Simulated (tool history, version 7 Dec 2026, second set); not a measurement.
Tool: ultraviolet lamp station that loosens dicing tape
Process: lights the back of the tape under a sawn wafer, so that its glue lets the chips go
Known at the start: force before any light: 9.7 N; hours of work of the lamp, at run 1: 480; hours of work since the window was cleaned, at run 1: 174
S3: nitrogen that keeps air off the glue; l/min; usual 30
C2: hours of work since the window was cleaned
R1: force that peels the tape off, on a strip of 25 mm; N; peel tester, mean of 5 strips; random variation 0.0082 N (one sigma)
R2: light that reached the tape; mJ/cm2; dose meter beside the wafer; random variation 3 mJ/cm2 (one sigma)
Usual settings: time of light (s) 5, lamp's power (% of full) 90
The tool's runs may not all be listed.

Run 1, hour 0.0: usual settings; hours of work of the lamp 480; C2 174. Result: R1 0.403 N, R2 407 mJ/cm2.
Run 2, hour 27.3: usual settings; hours of work of the lamp 499; C2 194. Result: R1 0.411 N, R2 406 mJ/cm2.
Run 3, hour 47.1: usual settings but lamp's power (% of full) 92; hours of work of the lamp 513; C2 208. Result: R1 0.397 N, R2 410 mJ/cm2.
Run 4, hour 63.2: usual settings; hours of work of the lamp 525; C2 219. Result: R1 0.418 N, R2 401 mJ/cm2.
Run 5, hour 97.9: usual settings but lamp's power (% of full) 96; hours of work of the lamp 550; C2 244. Result: R1 0.358 N, R2 427 mJ/cm2.
Run 6, hour 127.3: usual settings; hours of work of the lamp 571; C2 265. Result: R1 0.432 N, R2 396 mJ/cm2.
Run 7, hour 155.8: usual settings; hours of work of the lamp 591; C2 285. Result: R1 0.447 N, R2 392 mJ/cm2.
Run 8, hour 172.7: usual settings but S3 33 l/min; hours of work of the lamp 603; C2 297. Result: R1 0.418 N, R2 390 mJ/cm2.
Run 9, hour 206.4: usual settings; hours of work of the lamp 627; C2 322. Result: R1 0.451 N, R2 393 mJ/cm2.
Run 10, hour 226.1: usual settings but lamp's power (% of full) 89; hours of work of the lamp 641; C2 336. Result: R1 0.452 N, R2 386 mJ/cm2.
Run 11, hour 255.3: usual settings but lamp's power (% of full) 89; hours of work of the lamp 662; C2 356. Result: R1 0.458 N, R2 380 mJ/cm2.
Run 12, hour 278.0: usual settings; hours of work of the lamp 678; C2 373. Result: R1 0.459 N, R2 389 mJ/cm2.
Run 13, hour 303.0: usual settings; hours of work of the lamp 696; C2 391. Result: R1 0.464 N, R2 380 mJ/cm2.
Run 14, hour 332.8: usual settings; hours of work of the lamp 717; C2 412. Result: R1 0.472 N, R2 388 mJ/cm2.
Run 15, hour 353.9: usual settings; hours of work of the lamp 733; C2 427. Result: R1 0.468 N, R2 382 mJ/cm2.
Run 16, hour 380.4: usual settings but S3 49 l/min; hours of work of the lamp 751; C2 446. Result: R1 0.363 N, R2 380 mJ/cm2.
Run 17, hour 412.2: usual settings but S3 49 l/min; hours of work of the lamp 774; C2 469. Result: R1 0.367 N, R2 379 mJ/cm2.
Run 18, hour 434.7: usual settings but lamp's power (% of full) 69, S3 18 l/min; hours of work of the lamp 790; C2 485. Result: R1 1.263 N, R2 284 mJ/cm2.
Run 19, hour 464.1: usual settings but lamp's power (% of full) 91, S3 19 l/min; hours of work of the lamp 811; C2 506. Result: R1 0.656 N, R2 380 mJ/cm2.
Run 20, hour 497.5: usual settings but S3 13 l/min; hours of work of the lamp 835; C2 530. Result: R1 0.922 N, R2 367 mJ/cm2.
At hour 501.5: window cleaned of glue's vapour.
Run 21, hour 522.3: usual settings but lamp's power (% of full) 66, S3 37 l/min; hours of work of the lamp 852; C2 15. Result: R1 0.844 N, R2 281 mJ/cm2.
Run 22, hour 544.6: usual settings but lamp's power (% of full) 66, S3 37 l/min; hours of work of the lamp 868; C2 31. Result: R1 0.860 N, R2 287 mJ/cm2.
Run 23, hour 567.7: usual settings but lamp's power (% of full) 71, S3 21 l/min; hours of work of the lamp 885; C2 47. Result: R1 1.026 N, R2 302 mJ/cm2.
Run 24, hour 601.4: usual settings but S3 10 l/min; hours of work of the lamp 909; C2 71. Result: R1 1.011 N, R2 377 mJ/cm2.
Run 25, hour 620.4: usual settings but time of light (s) 3, lamp's power (% of full) 82, S3 31 l/min; hours of work of the lamp 923; C2 85. Result: R1 1.730 N, R2 207 mJ/cm2.
Run 26, hour 642.5: usual settings but time of light (s) 9, lamp's power (% of full) 95; hours of work of the lamp 938; C2 101. Result: R1 0.143 N, R2 718 mJ/cm2.
Run 27, hour 663.4: usual settings but time of light (s) 3, lamp's power (% of full) 81, S3 42 l/min; hours of work of the lamp 953; C2 116. Result: R1 1.585 N, R2 205 mJ/cm2.
Run 28, hour 695.7: usual settings but time of light (s) 3, lamp's power (% of full) 81, S3 42 l/min; hours of work of the lamp 976; C2 139. Result: R1 1.610 N, R2 204 mJ/cm2.
Run 29, hour 720.9: usual settings but time of light (s) 3, lamp's power (% of full) 81, S3 42 l/min; hours of work of the lamp 994; C2 157. Result: R1 1.608 N, R2 201 mJ/cm2.
Run 30, hour 753.1: usual settings but time of light (s) 2; hours of work of the lamp 1017; C2 180. Result: R1 2.821 N, R2 148 mJ/cm2.
Run 31, hour 783.4: usual settings but time of light (s) 2; hours of work of the lamp 1039; C2 201. Result: R1 2.797 N, R2 144 mJ/cm2.
Run 32, hour 805.9: usual settings but time of light (s) 10, lamp's power (% of full) 71, S3 37 l/min; hours of work of the lamp 1055; C2 217. Result: R1 0.179 N, R2 576 mJ/cm2.
Run 33, hour 824.8: usual settings but time of light (s) 10, lamp's power (% of full) 71, S3 37 l/min; hours of work of the lamp 1069; C2 231. Result: R1 0.180 N, R2 573 mJ/cm2.
Run 34, hour 851.8: usual settings but time of light (s) 3, lamp's power (% of full) 65, S3 11 l/min; hours of work of the lamp 1088; C2 250. Result: R1 3.604 N, R2 155 mJ/cm2.

Forecast each of these 3 alternatives for the next run:
Run A, hour 882.8: usual settings but lamp's power (% of full) 70, S3 16 l/min; hours of work of the lamp 1110; C2 272. Result: R1 ?, R2 ?.
Run B, hour 882.8: usual settings but time of light (s) 4, lamp's power (% of full) 96; hours of work of the lamp 1110; C2 272. Result: R1 ?, R2 ?.
Run C, hour 882.8: usual settings but time of light (s) 2, lamp's power (% of full) 68, S3 9 l/min; hours of work of the lamp 1110; C2 272. Result: R1 ?, R2 ?.

run     R1   R2
  A  1.418  279
  B  0.789  306
  C  4.988  105
Without the tool's hidden state the same runs would have given:
run     R1   R2
  A  0.923  346
  B  0.475  379
  C  4.278  131

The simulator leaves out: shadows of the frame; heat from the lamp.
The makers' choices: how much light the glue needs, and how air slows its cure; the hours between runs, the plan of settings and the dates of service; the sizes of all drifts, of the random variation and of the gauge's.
